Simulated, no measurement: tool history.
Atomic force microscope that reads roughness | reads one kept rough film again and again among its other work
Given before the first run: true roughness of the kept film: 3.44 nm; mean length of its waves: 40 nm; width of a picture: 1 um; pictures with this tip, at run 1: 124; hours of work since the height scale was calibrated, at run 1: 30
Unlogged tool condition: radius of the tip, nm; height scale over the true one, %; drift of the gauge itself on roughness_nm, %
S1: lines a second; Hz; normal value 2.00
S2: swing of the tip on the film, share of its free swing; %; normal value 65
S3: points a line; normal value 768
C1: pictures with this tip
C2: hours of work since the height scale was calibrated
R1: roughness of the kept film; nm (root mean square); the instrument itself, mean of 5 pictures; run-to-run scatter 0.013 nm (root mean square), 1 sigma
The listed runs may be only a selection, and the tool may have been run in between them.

| run | hour | S1 | S2 | S3 | C1 | C2 | R1 |
|---|---|---|---|---|---|---|---|
| 1 | 0.0 | 2.00 | 65 | 768 | 124 | 30 | 2.808 |
| 2 | 21.2 | 2.00 | 65 | 768 | 152 | 42 | 2.742 |
| 3 | 45.0 | 2.00 | 65 | 768 | 184 | 54 | 2.738 |
| 4 | 66.8 | 2.00 | 65 | 768 | 213 | 65 | 2.703 |
| 5 | 87.0 | 2.00 | 65 | 768 | 239 | 76 | 2.658 |
| 6 | 98.3 | 2.00 | 65 | 768 | 254 | 82 | 2.648 |
| 7 | 110.7 | 2.00 | 65 | 768 | 271 | 89 | 2.630 |
|  | 127.2 | new tip fitted |
| 8 | 136.1 | 2.00 | 65 | 768 | 11 | 102 | 2.928 |
| 9 | 160.9 | 2.00 | 65 | 768 | 44 | 115 | 2.906 |
| 10 | 174.2 | 2.00 | 65 | 768 | 62 | 122 | 2.858 |
| 11 | 186.4 | 2.00 | 71 | 768 | 78 | 128 | 2.761 |
| 12 | 201.0 | 2.00 | 65 | 365 | 97 | 136 | 2.809 |
| 13 | 213.8 | 2.00 | 65 | 485 | 114 | 142 | 2.823 |
| 14 | 232.9 | 2.00 | 65 | 768 | 139 | 152 | 2.783 |
| 15 | 253.3 | 2.00 | 68 | 768 | 166 | 163 | 2.701 |
| 16 | 269.2 | 2.00 | 65 | 768 | 187 | 172 | 2.734 |
| 17 | 282.3 | 2.00 | 65 | 768 | 204 | 178 | 2.703 |
| 18 | 293.0 | 2.00 | 65 | 768 | 219 | 184 | 2.731 |
| 19 | 316.9 | 0.54 | 63 | 965 | 250 | 197 | 2.826 |
| 20 | 330.7 | 3.59 | 86 | 263 | 268 | 204 | 1.904 |
|  | 348.9 | new tip fitted |
| 21 | 348.9 | 3.59 | 86 | 263 | 0 | 213 | 2.117 |
| 22 | 372.7 | 2.99 | 86 | 588 | 31 | 226 | 2.234 |
| 23 | 389.0 | 2.29 | 65 | 891 | 53 | 234 | 2.843 |
| 24 | 406.2 | 2.00 | 83 | 768 | 75 | 243 | 2.503 |
| 25 | 417.1 | 1.45 | 83 | 768 | 90 | 249 | 2.629 |
| 26 | 437.1 | 0.69 | 89 | 756 | 116 | 259 | 2.753 |
| 27 | 457.6 | 0.69 | 89 | 756 | 143 | 270 | 2.720 |
| 28 | 469.4 | 2.00 | 65 | 281 | 159 | 276 | 2.736 |
| 29 | 487.9 | 2.00 | 65 | 281 | 183 | 286 | 2.715 |
| 30 | 509.4 | 2.00 | 65 | 281 | 212 | 297 | 2.675 |
| 31 | 521.5 | 2.12 | 67 | 891 | 228 | 304 | 2.647 |
| 32 | 533.3 | 0.52 | 65 | 441 | 243 | 310 | 2.836 |
| 33 | 552.2 | 0.67 | 65 | 274 | 268 | 320 | 2.765 |
|  | 570.7 | new tip fitted |
| 34 | 571.7 | 1.05 | 75 | 265 | 1 | 330 | 2.917 |
| 35 | 590.5 | 1.05 | 75 | 265 | 26 | 340 | 2.895 |
| 36 | 609.6 | 2.00 | 79 | 730 | 51 | 350 | 2.615 |

Consider 3 possible next runs. They are alternatives, not a sequence: every one starts from the tool as it was left by run 36. What does each give?
| A | 622.3 | 2.00 | 65 | 537 | 68 | 356 | ? |
| B | 622.3 | 0.84 | 80 | 730 | 68 | 356 | ? |
| C | 622.3 | 2.00 | 85 | 460 | 68 | 356 | ? |

| run | R1 |
|---|---|
| A | 2.868 |
| B | 2.879 |
| C | 2.455 |
What these runs would have given with no unlogged condition in the tool:
| run | R1 |
|---|---|
| A | 2.982 |
| B | 2.994 |
| C | 2.553 |

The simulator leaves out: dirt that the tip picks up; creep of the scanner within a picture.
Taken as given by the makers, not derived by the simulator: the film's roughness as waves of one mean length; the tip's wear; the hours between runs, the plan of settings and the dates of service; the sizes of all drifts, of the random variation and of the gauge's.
